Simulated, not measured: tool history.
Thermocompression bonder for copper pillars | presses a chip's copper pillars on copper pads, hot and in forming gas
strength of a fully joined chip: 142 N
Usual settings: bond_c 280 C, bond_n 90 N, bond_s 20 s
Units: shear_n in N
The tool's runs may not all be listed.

Run 1, hour 0: usual settings. Result: shear_n 66 N.
Run 2, hour 33.1: usual settings. Result: shear_n 66.6 N.
Run 3, hour 53.1: usual settings. Result: shear_n 64.8 N.
Run 4, hour 70: usual settings. Result: shear_n 64.3 N.
Run 5, hour 101.6: usual settings. Result: shear_n 65.2 N.
Run 6, hour 126.6: usual settings. Result: shear_n 63.6 N.
Run 7, hour 150.4: usual settings. Result: shear_n 63.3 N.
Run 8, hour 179.4: usual settings but bond_s 29 s. Result: shear_n 72.7 N.
Run 9, hour 209.2: usual settings but bond_s 29 s. Result: shear_n 70.8 N.
Run 10, hour 248.2: usual settings but bond_s 24 s. Result: shear_n 66.7 N.
At hour 260.7: forming gas filter changed.
Run 11, hour 281: usual settings but bond_s 24 s. Result: shear_n 69.7 N.
Run 12, hour 320.6: usual settings but bond_s 24 s. Result: shear_n 69.5 N.
Run 13, hour 340.7: usual settings but bond_n 83 N. Result: shear_n 61.4 N.
Run 14, hour 377.8: usual settings but bond_n 83 N. Result: shear_n 61 N.
Run 15, hour 397.1: usual settings but bond_n 124 N. Result: shear_n 76.9 N.
Run 16, hour 421: usual settings but bond_n 124 N. Result: shear_n 77.4 N.
Run 17, hour 451.4: usual settings but bond_n 124 N. Result: shear_n 75.4 N.
Run 18, hour 477.9: usual settings but bond_n 124 N. Result: shear_n 76.7 N.
Run 19, hour 511.2: usual settings but bond_n 124 N. Result: shear_n 73.9 N.
Run 20, hour 543.3: usual settings but bond_n 133 N, bond_s 27 s. Result: shear_n 84.5 N.
Run 21, hour 583.1: usual settings but bond_c 267 C, bond_n 121 N. Result: shear_n 62.5 N.
Run 22, hour 621.1: usual settings but bond_c 263 C, bond_n 63 N, bond_s 33 s. Result: shear_n 46.8 N.
Run 23, hour 642.8: usual settings but bond_n 77 N, bond_s 26 s. Result: shear_n 59.2 N.
At hour 652.9: forming gas filter changed.
Run 24, hour 683.4: usual settings but bond_c 264 C, bond_n 58 N, bond_s 58 s. Result: shear_n 58.7 N.
Run 25, hour 705.8: usual settings but bond_c 264 C, bond_n 58 N, bond_s 58 s. Result: shear_n 58.1 N.
Run 26, hour 730.7: usual settings but bond_c 264 C, bond_n 58 N, bond_s 19 s. Result: shear_n 37 N.
Run 27, hour 766: usual settings but bond_c 264 C, bond_n 58 N, bond_s 19 s. Result: shear_n 36.4 N.
Run 28, hour 795.8: usual settings but bond_c 264 C, bond_n 80 N, bond_s 19 s. Result: shear_n 47.2 N.
Run 29, hour 824.4: usual settings but bond_c 264 C, bond_n 80 N, bond_s 19 s. Result: shear_n 45.4 N.
Run 30, hour 851.4: usual settings but bond_c 264 C, bond_n 80 N, bond_s 19 s. Result: shear_n 45.3 N.
Run 31, hour 882.4: usual settings but bond_c 264 C, bond_n 80 N, bond_s 19 s. Result: shear_n 45.9 N.
Run 32, hour 904.5: usual settings but bond_c 264 C, bond_n 80 N, bond_s 19 s. Result: shear_n 44.3 N.
At hour 918.7: heater calibrated with a thermocouple chip.
Run 33, hour 936.4: usual settings but bond_c 255 C, bond_s 32 s. Result: shear_n 60.5 N.
Run 34, hour 966.7: usual settings but bond_c 270 C, bond_n 110 N, bond_s 26 s. Result: shear_n 72.6 N.
Run 35, hour 987.9: usual settings but bond_c 270 C, bond_n 110 N, bond_s 26 s. Result: shear_n 71.3 N.

The same runs without the tool's hidden state, with the same run-to-run variation:
The hidden state here: true temperature of the bond over the reading, C; force that reaches the chip, % of what is set; oxide that the forming gas leaves, % of the face; drift of the gauge itself on shear_n, %.
run  shear_n
  1     70.4
  2     71.7
  3     70.1
  4       70
  5     71.6
  6     70.2
  7     70.3
  8     81.1
  9     79.6
 10       76
 11     74.8
 12     75.4
 13     67.3
 14     67.5
 15     84.7
 16     85.8
 17     84.2
 18     86.2
 19     83.8
 20     95.9
 21     73.4
 22     56.4
 23     70.7
 24     66.3
 25       66
 26     43.2
 27       43
 28     55.5
 29     54.1
 30     54.2
 31     55.6
 32       54
 33     65.8
 34     79.5
 35     78.6
